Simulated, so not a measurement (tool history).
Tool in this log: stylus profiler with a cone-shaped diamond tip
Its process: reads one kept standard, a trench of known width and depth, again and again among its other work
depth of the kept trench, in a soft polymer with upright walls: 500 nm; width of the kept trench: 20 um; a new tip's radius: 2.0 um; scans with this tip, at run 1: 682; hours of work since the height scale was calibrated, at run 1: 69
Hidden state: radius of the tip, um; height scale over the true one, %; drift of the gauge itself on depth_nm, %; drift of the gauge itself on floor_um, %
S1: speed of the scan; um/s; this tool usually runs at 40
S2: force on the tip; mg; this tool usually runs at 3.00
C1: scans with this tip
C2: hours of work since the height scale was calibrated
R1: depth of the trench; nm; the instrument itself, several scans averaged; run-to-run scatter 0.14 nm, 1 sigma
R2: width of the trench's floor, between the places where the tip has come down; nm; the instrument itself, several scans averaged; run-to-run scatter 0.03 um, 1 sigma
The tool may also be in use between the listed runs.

| run | day | S1 | S2 | C1 | C2 | R1 | R2 |
|---|---|---|---|---|---|---|---|
| 1 | 0.000 | 40 | 3.00 | 682 | 69 | 503.96 | 17030 |
| 2 | 0.808 | 40 | 4.40 | 828 | 84 | 504.81 | 17060 |
| 3 | 1.521 | 40 | 4.40 | 956 | 97 | 504.80 | 17050 |
| 4 | 2.008 | 40 | 4.40 | 1044 | 106 | 504.83 | 17060 |
| 5 | 2.625 | 40 | 3.00 | 1155 | 117 | 503.78 | 16970 |
| 6 | 3.175 | 40 | 2.94 | 1254 | 127 | 503.61 | 17000 |
| 7 | 3.833 | 40 | 2.94 | 1372 | 139 | 503.60 | 16990 |
| 8 | 4.675 | 40 | 2.94 | 1525 | 155 | 503.48 | 16970 |
| 9 | 5.483 | 40 | 2.94 | 1670 | 169 | 503.69 | 16970 |
| 10 | 6.229 | 40 | 2.94 | 1804 | 183 | 503.39 | 17000 |
| 11 | 6.742 | 40 | 2.94 | 1897 | 193 | 503.61 | 16930 |
| 12 | 7.646 | 40 | 2.94 | 2060 | 209 | 503.70 | 16950 |
| 13 | 8.146 | 40 | 2.94 | 2149 | 218 | 503.41 | 16870 |
| 14 | 8.812 | 40 | 1.18 | 2270 | 230 | 501.65 | 16840 |
| 15 | 9.462 | 40 | 1.18 | 2386 | 242 | 501.66 | 16750 |
| 16 | 9.929 | 20 | 2.03 | 2470 | 251 | 502.62 | 16970 |
| 17 | 10.533 | 20 | 2.03 | 2579 | 262 | 502.62 | 16960 |
| 18 | 11.108 | 22 | 1.45 | 2683 | 272 | 501.98 | 16890 |
| 19 | 11.696 | 22 | 1.45 | 2789 | 283 | 501.80 | 16940 |
| 20 | 12.525 | 48 | 1.45 | 2938 | 298 | 501.94 | 16670 |
| 21 | 12.992 | 51 | 1.25 | 3022 | 307 | 501.74 | 16620 |
| 22 | 13.417 | 75 | 3.84 | 3099 | 315 | 504.13 | 16650 |
| 23 | 13.929 | 40 | 4.60 | 3191 | 324 | 504.60 | 16840 |
| 24 | 14.608 | 44 | 1.93 | 3313 | 336 | 502.28 | 16750 |
| 25 | 14.992 | 44 | 1.93 | 3382 | 343 | 502.31 | 16720 |
| 26 | 15.392 | 44 | 1.93 | 3454 | 351 | 502.40 | 16720 |
| 27 | 16.242 | 19 | 4.35 | 3608 | 366 | 504.22 | 16860 |
| 28 | 16.733 | 33 | 2.08 | 3696 | 375 | 502.39 | 16790 |
| 29 | 17.650 | 33 | 3.45 | 3861 | 392 | 503.66 | 16800 |
| 30 | 18.442 | 29 | 1.08 | 4004 | 406 | 501.19 | 16710 |

4 ways to go on from here, each from the tool as it stands after run 30. What would each give?
| A | 19.154 | 12 | 1.08 | 4132 | 419 | ? | ? |
| B | 19.154 | 13 | 3.46 | 4132 | 419 | ? | ? |
| C | 19.154 | 20 | 6.36 | 4132 | 419 | ? | ? |
| D | 19.154 | 40 | 2.82 | 4132 | 419 | ? | ? |

| run | R1 | R2 |
|---|---|---|
| A | 501.03 | 16810 |
| B | 503.38 | 16910 |
| C | 505.82 | 16870 |
| D | 502.95 | 16700 |
Take away the tool's hidden state, keep each run's random variation, and the runs would have read:
| run | R1 | R2 |
|---|---|---|
| A | 501.73 | 17250 |
| B | 504.08 | 17340 |
| C | 506.53 | 17300 |
| D | 503.66 | 17140 |
